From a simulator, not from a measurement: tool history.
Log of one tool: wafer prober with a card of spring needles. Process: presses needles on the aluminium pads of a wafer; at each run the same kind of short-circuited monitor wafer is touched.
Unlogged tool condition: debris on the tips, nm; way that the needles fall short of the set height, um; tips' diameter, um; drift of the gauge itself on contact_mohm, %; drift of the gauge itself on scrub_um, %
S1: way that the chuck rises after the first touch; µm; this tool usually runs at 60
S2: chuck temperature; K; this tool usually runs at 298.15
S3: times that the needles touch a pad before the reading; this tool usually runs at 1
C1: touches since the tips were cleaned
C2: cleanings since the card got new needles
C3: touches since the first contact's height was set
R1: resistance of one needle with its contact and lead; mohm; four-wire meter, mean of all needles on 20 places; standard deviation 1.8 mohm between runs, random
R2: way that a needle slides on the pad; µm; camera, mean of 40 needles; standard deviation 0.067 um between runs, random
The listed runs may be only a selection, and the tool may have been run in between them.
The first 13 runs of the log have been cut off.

At hour 249.2: tips cleaned on abrasive film.
Run 14, hour 257: usual settings but S1 56 µm; C1 3126; C2 16; C3 151277. Result: R1 189 mohm, R2 13.79 µm.
At hour 271.4: tips cleaned on abrasive film.
Run 15, hour 278.3: usual settings but S1 61 µm; C1 2748; C2 17; C3 159767. Result: R1 185 mohm, R2 14.98 µm.
At hour 294.5: tips cleaned on abrasive film.
Run 16, hour 298.9: usual settings but S1 61 µm; C1 1789; C2 18; C3 167982. Result: R1 187 mohm, R2 15.05 µm.
At hour 316.3: tips cleaned on abrasive film.
Run 17, hour 323.2: usual settings but S1 61 µm; C1 2749; C2 19; C3 177664. Result: R1 181 mohm, R2 14.91 µm.
At hour 338.3: tips cleaned on abrasive film.
Run 18, hour 339.3: usual settings but S1 61 µm; C1 418; C2 20; C3 184073. Result: R1 185 mohm, R2 14.78 µm.
At hour 360.5: tips cleaned on abrasive film.
Run 19, hour 364.3: usual settings but S1 50 µm; C1 1511; C2 21; C3 194020. Result: R1 187 mohm, R2 12.18 µm.
At hour 371.5: gauge calibrated.
Run 20, hour 382.2: usual settings but S1 50 µm; C1 8691; C2 21; C3 201200. Result: R1 187 mohm, R2 12.57 µm.
At hour 383.7: tips cleaned on abrasive film.
Run 21, hour 404.9: usual settings but S1 67 µm, S2 378.15 K, S3 3; C1 8467; C2 22; C3 210223. Result: R1 203 mohm, R2 16.72 µm.
At hour 407.4: tips cleaned on abrasive film.
Run 22, hour 416.2: usual settings but S1 67 µm, S2 378.15 K, S3 3; C1 3511; C2 23; C3 214718. Result: R1 202 mohm, R2 16.78 µm.
At hour 429.7: tips cleaned on abrasive film.
Run 23, hour 439.8: usual settings but S2 345.15 K; C1 4060; C2 24; C3 224123. Result: R1 197 mohm, R2 14.95 µm.
At hour 452.4: tips cleaned on abrasive film.
Run 24, hour 453.1: usual settings but S2 345.15 K; C1 280; C2 25; C3 229408. Result: R1 196 mohm, R2 14.96 µm.
At hour 459.8: height of the first contact set anew.
Run 25, hour 469.1: usual settings but S1 58 µm, S3 3; C1 6564; C2 25; C3 3718. Result: R1 187 mohm, R2 14.4 µm.
At hour 474.9: tips cleaned on abrasive film.
Run 26, hour 483.9: usual settings but S1 58 µm, S2 351.15 K, S3 2; C1 3617; C2 26; C3 9599. Result: R1 201 mohm, R2 14.33 µm.
At hour 497: tips cleaned on abrasive film.
Run 27, hour 506.2: usual settings but S1 50 µm, S2 365.15 K, S3 3; C1 3683; C2 27; C3 18496. Result: R1 200 mohm, R2 12.4 µm.
At hour 520.7: tips cleaned on abrasive film.
Run 28, hour 523.9: usual settings but S1 46 µm, S2 308.15 K, S3 2; C1 1280; C2 28; C3 25522. Result: R1 192 mohm, R2 11.39 µm.
Run 29, hour 542.3: usual settings but S1 72 µm, S2 308.15 K, S3 2; C1 8669; C2 28; C3 32911. Result: R1 187 mohm, R2 17.85 µm.
At hour 544: tips cleaned on abrasive film.
Run 30, hour 559: usual settings but S2 349.15 K, S3 2; C1 5992; C2 29; C3 39531. Result: R1 195 mohm, R2 14.85 µm.
At hour 567.7: tips cleaned on abrasive film.
Run 31, hour 584.1: usual settings but S2 349.15 K, S3 2; C1 6563; C2 30; C3 49543. Result: R1 198 mohm, R2 14.96 µm.
At hour 589.6: tips cleaned on abrasive film.
Run 32, hour 610.7: usual settings but S1 63 µm, S2 311.15 K, S3 2; C1 8433; C2 31; C3 60133. Result: R1 187 mohm, R2 15.55 µm.

Branching from run 32: 5 alternative next runs. What would each branch give?
At hour 612.9: tips cleaned on abrasive film.
Run A, hour 626.3: usual settings but S2 324.15 K; C1 5371; C2 32; C3 66359. Result: R1 ?, R2 ?.
At hour 612.9: tips cleaned on abrasive film.
Run B, hour 626.3: usual settings but S2 311.15 K, S3 2; C1 5371; C2 32; C3 66359. Result: R1 ?, R2 ?.
At hour 612.9: tips cleaned on abrasive film.
Run C, hour 626.3: usual settings but S2 374.15 K, S3 2; C1 5371; C2 32; C3 66359. Result: R1 ?, R2 ?.
At hour 612.9: tips cleaned on abrasive film.
Run D, hour 626.3: usual settings but S1 41 µm, S2 305.15 K, S3 2; C1 5371; C2 32; C3 66359. Result: R1 ?, R2 ?.
At hour 612.9: tips cleaned on abrasive film.
Run E, hour 626.3: usual settings but S1 53 µm, S2 339.15 K, S3 2; C1 5371; C2 32; C3 66359. Result: R1 ?, R2 ?.

run   R1     R2
  A  197  14.86
  B  190  14.82
  C  204  14.84
  D  188  10.05
  E  196  13.02
With the hidden condition removed and each run's random variation left untouched, the same runs would have given:
run   R1     R2
  A  197  15.15
  B  190  15.11
  C  204  15.13
  D  188  10.25
  E  196  13.27

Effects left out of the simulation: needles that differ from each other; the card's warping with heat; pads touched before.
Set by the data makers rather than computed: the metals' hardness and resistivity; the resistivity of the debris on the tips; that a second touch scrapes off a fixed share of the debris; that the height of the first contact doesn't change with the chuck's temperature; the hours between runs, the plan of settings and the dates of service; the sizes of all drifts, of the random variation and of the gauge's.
